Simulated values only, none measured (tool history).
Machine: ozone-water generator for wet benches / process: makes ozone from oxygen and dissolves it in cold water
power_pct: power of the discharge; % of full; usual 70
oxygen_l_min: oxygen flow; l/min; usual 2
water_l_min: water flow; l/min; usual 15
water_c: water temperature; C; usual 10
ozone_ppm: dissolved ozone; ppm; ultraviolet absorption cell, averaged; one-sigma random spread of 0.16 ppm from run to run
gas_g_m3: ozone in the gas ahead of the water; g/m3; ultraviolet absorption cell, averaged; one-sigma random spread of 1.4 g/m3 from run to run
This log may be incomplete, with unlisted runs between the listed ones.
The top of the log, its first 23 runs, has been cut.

run	day	power_pct	oxygen_l_min	water_l_min	water_c	ozone_ppm	gas_g_m3
24	107.704	84	2	17	16	20.9	296.1
25	111.421	82	2	17	15	20.5	291.2
26	115.283	82	2	17	15	20.7	292.2
27	120.254	82	2	17	15	20.6	292.9
28	122.883	82	2	17	15	20.7	293.2
29	126.588	42	2.48	15	10	14.4	150.2
30	131.421	89	1.01	15	10	22.8	487
31	134.408	89	3.07	16	10	25.1	240.9

What does the tool deliver on the next run?
32	137.183	54	2.76	11	11	?	?

ozone_ppm: 22 ppm
gas_g_m3: 173.6 g/m3
With no hidden state in the tool, this same run would have given ozone_ppm 22 ppm, gas_g_m3 167 g/m3.

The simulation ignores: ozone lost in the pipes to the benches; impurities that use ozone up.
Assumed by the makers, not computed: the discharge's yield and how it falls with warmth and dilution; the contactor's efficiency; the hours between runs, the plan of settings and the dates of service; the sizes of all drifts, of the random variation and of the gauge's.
